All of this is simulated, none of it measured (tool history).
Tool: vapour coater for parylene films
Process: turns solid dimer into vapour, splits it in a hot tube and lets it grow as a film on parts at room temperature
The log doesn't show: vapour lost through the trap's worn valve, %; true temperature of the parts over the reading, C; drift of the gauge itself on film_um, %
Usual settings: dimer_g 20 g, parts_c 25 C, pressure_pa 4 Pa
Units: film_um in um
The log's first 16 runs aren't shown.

run	hour	dimer_g	parts_c	pressure_pa	hours of work since the trap's valve was overhauled	hours of work since the table's thermometer was calibrated	film_um
17	773.6	20	25	4	95	421	5.14
18	824.5	20	25	5.36	139	465	4.95
19	885.6	20	25	5.36	192	518	4.92
20	932.9	20	36	5.36	233	559	3.43
# hour 971.7: trap's valve overhauled
21	987.4	9	25	4	14	602	2.36
22	1038.6	11	25	8.25	58	646	2.65
23	1089	18	32	2.59	101	690	3.78
24	1119.2	18	18	8.46	127	716	5.3
25	1175	18	18	8.46	175	764	5.21
26	1209.3	18	18	8.46	205	794	5.21
27	1235.5	20	36	2.5	228	816	3.68
28	1266.5	16	36	2.59	254	843	2.88
# hour 1281: trap's valve overhauled
29	1304.5	13	31	6.29	20	872	2.69
# hour 1347.7: table's thermometer calibrated
30	1348.6	20	35	4	57	1	3.9
31	1386.3	20	35	4	90	33	3.85
32	1446.8	20	35	4	142	85	3.78
33	1506.6	20	35	4	194	137	3.72
34	1560.6	20	25	2.33	240	184	5.26
# hour 1591.5: trap's valve overhauled
35	1626.6	10	21	6.92	30	237	2.83
36	1655.3	14	25	2.32	55	262	3.74
37	1715.6	30	29	2.32	107	314	7.04

4 ways to go on from here, each from the tool as it stands after run 37. What would each give?
A	1763.4	8	28	5.68	148	355	?
B	1763.4	20	25	11.07	148	355	?
C	1763.4	33	25	7.66	148	355	?
D	1763.4	13	25	7.88	148	355	?

run	film_um
A	1.82
B	4.63
C	7.87
D	3.1
Without the tool's hidden state the same runs would have given:
run	film_um
A	1.9
B	4.86
C	8.25
D	3.25
